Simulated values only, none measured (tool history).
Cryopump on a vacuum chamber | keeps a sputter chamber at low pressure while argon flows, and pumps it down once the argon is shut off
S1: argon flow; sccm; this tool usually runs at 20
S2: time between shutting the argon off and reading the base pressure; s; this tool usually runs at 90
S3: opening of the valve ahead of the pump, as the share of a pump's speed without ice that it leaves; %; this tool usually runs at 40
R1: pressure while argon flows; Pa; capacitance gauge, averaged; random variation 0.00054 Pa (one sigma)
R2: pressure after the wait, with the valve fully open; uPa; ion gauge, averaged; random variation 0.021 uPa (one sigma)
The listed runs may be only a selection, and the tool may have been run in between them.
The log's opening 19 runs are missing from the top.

{"run": 20, "hour": 376.2, "S1": 15, "S2": 90, "S3": 17, "R1": 0.0989, "R2": 0.72}
{"run": 21, "hour": 394.7, "S1": 20, "S2": 83, "S3": 21, "R1": 0.1048, "R2": 0.76}
{"run": 22, "hour": 421.6, "S1": 20, "S2": 83, "S3": 42, "R1": 0.053, "R2": 0.72}
{"run": 23, "hour": 441.6, "S1": 33, "S2": 105, "S3": 40, "R1": 0.0928, "R2": 0.69}
{"run": 24, "hour": 456.6, "S1": 33, "S2": 105, "S3": 40, "R1": 0.0942, "R2": 0.68}
{"run": 25, "hour": 483.9, "S1": 20, "S2": 30, "S3": 40, "R1": 0.0571, "R2": 1.35}
{"run": 26, "hour": 505.2, "S1": 20, "S2": 30, "S3": 40, "R1": 0.0566, "R2": 1.39}
{"run": 27, "hour": 530.6, "S1": 20, "S2": 30, "S3": 40, "R1": 0.0569, "R2": 1.38}
{"run": 28, "hour": 555.3, "S1": 20, "S2": 30, "S3": 40, "R1": 0.0581, "R2": 1.37}
{"run": 29, "hour": 578.0, "S1": 14, "S2": 60, "S3": 40, "R1": 0.0397, "R2": 0.91}

Run 30, settings as shown, results not yet in. Your forecast:
{"run": 30, "hour": 591.0, "S1": 14, "S2": 60, "S3": 40, "R1": "?", "R2": "?"}

R1: 0.0402 Pa
R2: 0.94 uPa
If the tool had no hidden condition, the same run with the same run-to-run variation would have returned R1 0.0376 Pa, R2 0.59 uPa.
